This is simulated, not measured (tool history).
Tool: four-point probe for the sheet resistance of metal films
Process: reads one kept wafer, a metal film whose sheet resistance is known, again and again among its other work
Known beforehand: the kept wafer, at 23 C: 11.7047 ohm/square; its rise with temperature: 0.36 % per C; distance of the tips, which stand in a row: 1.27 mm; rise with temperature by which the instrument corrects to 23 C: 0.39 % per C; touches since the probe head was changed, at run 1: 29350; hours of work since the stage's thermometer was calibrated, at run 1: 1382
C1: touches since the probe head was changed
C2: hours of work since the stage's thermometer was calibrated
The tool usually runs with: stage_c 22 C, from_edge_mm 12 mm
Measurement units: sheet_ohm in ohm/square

Run 1, hour 0.0: usual settings; C1 29350; C2 1382. Result: sheet_ohm 11.818573 ohm/square.
Run 2, hour 39.5: usual settings; C1 31195; C2 1408. Result: sheet_ohm 11.820904 ohm/square.
Run 3, hour 100.4: usual settings; C1 34042; C2 1448. Result: sheet_ohm 11.825066 ohm/square.
Run 4, hour 150.2: usual settings; C1 36373; C2 1480. Result: sheet_ohm 11.825682 ohm/square.
At hour 154.1: stage's thermometer calibrated.
Run 5, hour 189.7: usual settings; C1 38198; C2 23. Result: sheet_ohm 11.833988 ohm/square.
Run 6, hour 240.1: usual settings; C1 40553; C2 56. Result: sheet_ohm 11.833576 ohm/square.
Run 7, hour 287.4: usual settings; C1 42765; C2 88. Result: sheet_ohm 11.840756 ohm/square.
Run 8, hour 326.5: usual settings but from_edge_mm 14 mm; C1 44594; C2 113. Result: sheet_ohm 11.820983 ohm/square.
Run 9, hour 389.7: usual settings but stage_c 27 C, from_edge_mm 14 mm; C1 47548; C2 155. Result: sheet_ohm 11.801671 ohm/square.
Run 10, hour 429.5: usual settings but stage_c 27 C, from_edge_mm 43 mm; C1 49408; C2 181. Result: sheet_ohm 11.758457 ohm/square.
At hour 444.5: stage's thermometer calibrated, once more.
Run 11, hour 473.0: usual settings but stage_c 25 C, from_edge_mm 61 mm; C1 51419; C2 19. Result: sheet_ohm 11.741968 ohm/square.
Run 12, hour 534.2: usual settings but stage_c 30 C, from_edge_mm 5 mm; C1 54282; C2 59. Result: sheet_ohm 12.107514 ohm/square.
Run 13, hour 598.3: usual settings but stage_c 32 C; C1 57275; C2 101. Result: sheet_ohm 11.785439 ohm/square.
Run 14, hour 646.8: usual settings but stage_c 19 C; C1 59544; C2 133. Result: sheet_ohm 11.838309 ohm/square.
Run 15, hour 691.9: usual settings but from_edge_mm 9 mm; C1 61653; C2 162. Result: sheet_ohm 11.882894 ohm/square.

Each row is a separate what-if for the run after 15, all from the same tool condition, not one after another. Results?
Run A, hour 745.0: usual settings but stage_c 28 C, from_edge_mm 19 mm; C1 64134; C2 197. Result: sheet_ohm ?.
Run B, hour 745.0: usual settings but stage_c 26 C, from_edge_mm 33 mm; C1 64134; C2 197. Result: sheet_ohm ?.
Run C, hour 745.0: usual settings but stage_c 29 C, from_edge_mm 33 mm; C1 64134; C2 197. Result: sheet_ohm ?.
Run D, hour 745.0: usual settings but from_edge_mm 4 mm; C1 64134; C2 197. Result: sheet_ohm ?.
Run E, hour 745.0: usual settings but from_edge_mm 63 mm; C1 64134; C2 197. Result: sheet_ohm ?.

run  sheet_ohm
  A  11.766011
  B  11.753981
  C  11.741040
  D  12.361038
  E  11.762765
With no hidden state in the tool, these same runs would have given:
run  sheet_ohm
  A  11.715942
  B  11.703927
  C  11.691087
  D  12.308533
  E  11.712610
